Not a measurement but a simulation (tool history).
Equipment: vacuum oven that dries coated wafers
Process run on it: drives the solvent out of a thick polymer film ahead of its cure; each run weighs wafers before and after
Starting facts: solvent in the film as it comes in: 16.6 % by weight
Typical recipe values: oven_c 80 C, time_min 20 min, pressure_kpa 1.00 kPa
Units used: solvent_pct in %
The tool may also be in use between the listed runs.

| run | hour | oven_c | time_min | pressure_kpa | solvent_pct |
|---|---|---|---|---|---|
| 1 | 0.0 | 80 | 20 | 1.00 | 1.14 |
| 2 | 5.2 | 80 | 20 | 1.00 | 1.18 |
| 3 | 17.7 | 80 | 20 | 1.00 | 1.11 |
| 4 | 26.7 | 80 | 20 | 1.00 | 1.09 |
| 5 | 32.4 | 80 | 20 | 1.00 | 1.19 |
| 6 | 42.7 | 80 | 20 | 1.00 | 1.24 |
| 7 | 49.2 | 73 | 20 | 1.00 | 2.58 |
| 8 | 60.0 | 75 | 27 | 0.73 | 1.22 |
| 9 | 65.4 | 77 | 13 | 0.92 | 3.20 |
| 10 | 73.9 | 92 | 20 | 0.85 | 0.39 |
| 11 | 80.9 | 85 | 30 | 0.74 | 0.37 |
| 12 | 90.9 | 68 | 20 | 3.53 | 6.10 |
| 13 | 98.2 | 68 | 20 | 3.53 | 6.23 |
| 14 | 106.1 | 68 | 20 | 3.53 | 6.36 |

Predict each of these 4 candidate next runs independently; none follows another, all start after run 14:
| A | 117.0 | 77 | 20 | 1.00 | ? |
| B | 117.0 | 83 | 17 | 3.53 | ? |
| C | 117.0 | 79 | 21 | 0.65 | ? |
| D | 117.0 | 80 | 23 | 3.53 | ? |

| run | solvent_pct |
|---|---|
| A | 1.67 |
| B | 2.47 |
| C | 1.00 |
| D | 2.45 |
Had the tool no hidden state, the same runs would have come out as:
| run | solvent_pct |
|---|---|
| A | 1.66 |
| B | 2.46 |
| C | 1.00 |
| D | 2.45 |
